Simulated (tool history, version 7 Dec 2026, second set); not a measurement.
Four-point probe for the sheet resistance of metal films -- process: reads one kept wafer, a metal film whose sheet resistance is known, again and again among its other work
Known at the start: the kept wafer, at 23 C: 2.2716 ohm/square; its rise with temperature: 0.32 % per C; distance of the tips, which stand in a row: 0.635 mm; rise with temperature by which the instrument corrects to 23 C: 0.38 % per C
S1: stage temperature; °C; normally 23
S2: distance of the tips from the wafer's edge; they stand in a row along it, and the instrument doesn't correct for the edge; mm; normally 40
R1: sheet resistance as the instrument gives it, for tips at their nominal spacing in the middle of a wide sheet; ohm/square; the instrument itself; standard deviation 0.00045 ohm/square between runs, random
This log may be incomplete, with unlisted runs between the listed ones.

run,hour,S1,S2,R1
1,0,23,40,2.271829
2,8.3,23,40,2.272229
3,16.9,23,40,2.272046
4,29,23,40,2.271917
5,47.2,23,40,2.272389
6,62.2,23,40,2.272992
7,71,23,40,2.272199
8,80.8,23,40,2.271405
9,99.9,23,40,2.271593
10,114.4,23,40,2.27231
11,131.8,23,40,2.27145
12,148.4,23,40,2.272399
13,157.6,30,40,2.262288
14,168.7,21,40,2.274663
15,188.2,21,40,2.274529
16,207.3,21,40,2.274915
17,225.1,21,40,2.274938
18,239.8,25,40,2.268783
19,254.6,25,40,2.269139
20,264.5,23,23,2.272965
21,283.9,23,23,2.272586
22,303.1,23,23,2.272766
23,322.4,23,23,2.272504
24,334.4,23,23,2.273166
25,347.3,35,19,2.257564
26,366.5,35,19,2.256717
27,378.2,35,19,2.257029
28,396.8,20,50,2.275305
29,415.8,19,4,2.307619
30,425.4,22,7,2.282673
31,441,31,5,2.280808
32,459.6,24,48,2.270641
33,476.7,24,5,2.289172
34,485,24,5,2.28952
35,501,25,39,2.268894
36,509.9,19,28,2.278157
37,527.1,19,28,2.276985
38,545.8,21,6,2.287967
39,555.3,21,6,2.287617
40,570.8,30,7,2.272146
41,583.1,28,17,2.266639
42,602.7,28,17,2.267307
43,611.4,23,31,2.272153
44,629.9,24,7,2.280872
45,648.8,23,8,2.279735

3 ways to go on from here, each from the tool as it stands after run 45. What would each give?
A,662.3,19,4,?
B,662.3,23,70,?
C,662.3,25,4,?

run,R1
A,2.30802
B,2.270777
C,2.299015
The same runs, with their run-to-run variation unchanged, on a tool lacking any hidden condition would have given:
run,R1
A,2.307999
B,2.270756
C,2.298994

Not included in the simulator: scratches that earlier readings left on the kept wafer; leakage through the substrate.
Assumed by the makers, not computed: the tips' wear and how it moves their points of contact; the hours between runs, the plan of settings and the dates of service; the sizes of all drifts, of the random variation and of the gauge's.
